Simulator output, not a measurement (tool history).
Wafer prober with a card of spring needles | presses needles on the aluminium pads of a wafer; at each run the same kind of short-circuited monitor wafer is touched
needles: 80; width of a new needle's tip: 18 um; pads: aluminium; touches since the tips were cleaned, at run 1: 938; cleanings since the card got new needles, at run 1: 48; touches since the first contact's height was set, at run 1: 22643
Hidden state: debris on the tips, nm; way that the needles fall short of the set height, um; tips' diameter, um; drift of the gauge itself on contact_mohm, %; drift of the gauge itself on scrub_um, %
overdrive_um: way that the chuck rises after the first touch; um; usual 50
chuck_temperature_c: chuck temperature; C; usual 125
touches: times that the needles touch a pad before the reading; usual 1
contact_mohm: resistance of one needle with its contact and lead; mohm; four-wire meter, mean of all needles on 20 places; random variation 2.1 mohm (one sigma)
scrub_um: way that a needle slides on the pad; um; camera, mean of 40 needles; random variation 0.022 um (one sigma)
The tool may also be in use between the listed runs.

run   hour  overdrive_um  chuck_temperature_c  touches  touches since the tips were cleaned  cleanings since the card got new needles  touches since the first contact's height was set  contact_mohm  scrub_um
  1    0.0            50                  125        1                                  938                                        48                                             22643           234      7.21
      10.6  -- tips cleaned on abrasive film
  2   17.4            50                  125        1                                 4334                                        49                                             33684           240      7.19
      22.1  -- tips cleaned on abrasive film
  3   29.3            50                  125        1                                 4612                                        50                                             41216           237      7.17
      33.6  -- tips cleaned on abrasive film
  4   41.0            50                  125        1                                 4770                                        51                                             48664           239      7.20
      45.4  -- tips cleaned on abrasive film
      58.3  -- tips cleaned on abrasive film
  5   63.4            50                  125        1                                 3229                                        53                                             62781           237      7.23
      70.0  -- tips cleaned on abrasive film
      82.0  -- tips cleaned on abrasive film
  6   82.3            50                   45        1                                  174                                        55                                             74746           219      7.18
  7   91.5            50                  125        1                                 6077                                        55                                             80649           237      7.18
      93.5  -- tips cleaned on abrasive film
     106.0  -- tips cleaned on abrasive film
  8  106.0            50                  125        1                                    0                                        57                                             89761           237      7.19
     118.5  -- tips cleaned on abrasive film
  9  124.0            50                  125        1                                 3498                                        58                                            101184           238      7.15
     130.9  -- tips cleaned on abrasive film
 10  141.9            66                  125        1                                 7041                                        59                                            112552           232      9.55
     143.0  -- tips cleaned on abrasive film
 11  153.4            50                  125        1                                 6642                                        60                                            119849           238      7.19
     155.2  -- tips cleaned on abrasive film
     166.7  -- tips cleaned on abrasive film
 12  175.5            50                  125        1                                 5672                                        62                                            133854           235      7.21
     178.6  -- tips cleaned on abrasive film
     190.9  -- tips cleaned on abrasive film
 13  190.9            59                   49        2                                    0                                        64                                            143516           219      8.53
 14  199.8            31                   56        2                                 5693                                        64                                            149209           225      4.45
     203.2  -- tips cleaned on abrasive film
 15  212.0            31                   56        2                                 5613                                        65                                            156943           227      4.47
     215.3  -- tips cleaned on abrasive film
 16  221.5            36                   41        2                                 3943                                        66                                            162945           221      5.20
     227.5  -- tips cleaned on abrasive film
     239.0  -- tips cleaned on abrasive film
 17  242.4            59                   41        3                                 2133                                        68                                            176147           217      8.45
     250.9  -- tips cleaned on abrasive film
 18  255.5            40                   82        2                                 2956                                        69                                            184485           229      5.79
     256.8  -- height of the first contact set anew
     263.9  -- tips cleaned on abrasive film
 19  269.7            46                   28        2                                 3670                                        70                                              8125           218      6.63
     277.3  -- tips cleaned on abrasive film
 20  283.4            50                   86        2                                 3910                                        71                                             16852           230      7.19
     289.0  -- tips cleaned on abrasive film
 21  295.5            50                   86        2                                 4185                                        72                                             24508           226      7.23
     301.4  -- tips cleaned on abrasive film
 22  306.4            50                   86        2                                 3194                                        73                                             31408           227      7.22
     313.5  -- tips cleaned on abrasive film
 23  324.3            50                   86        2                                 6911                                        74                                             42759           227      7.20
     325.9  -- tips cleaned on abrasive film
     337.8  -- tips cleaned on abrasive film
 24  346.3            40                   38        1                                 5436                                        76                                             56706           220      5.78

3 ways to go on from here, each from the tool as it stands after run 24. What would each give?
     349.9  -- tips cleaned on abrasive film
     362.2  -- tips cleaned on abrasive film
  A  366.0            48                  107        1                                 2425                                        78                                             69125             ?         ?
     349.9  -- tips cleaned on abrasive film
     362.2  -- tips cleaned on abrasive film
  B  366.0            63                  125        3                                 2425                                        78                                             69125             ?         ?
     349.9  -- tips cleaned on abrasive film
     362.2  -- tips cleaned on abrasive film
  C  366.0            68                   38        3                                 2425                                        78                                             69125             ?         ?

run  contact_mohm  scrub_um
  A           235      6.92
  B           235      9.07
  C           216      9.77
Without the tool's hidden state the same runs would have given:
run  contact_mohm  scrub_um
  A           235      6.92
  B           235      9.07
  C           216      9.77
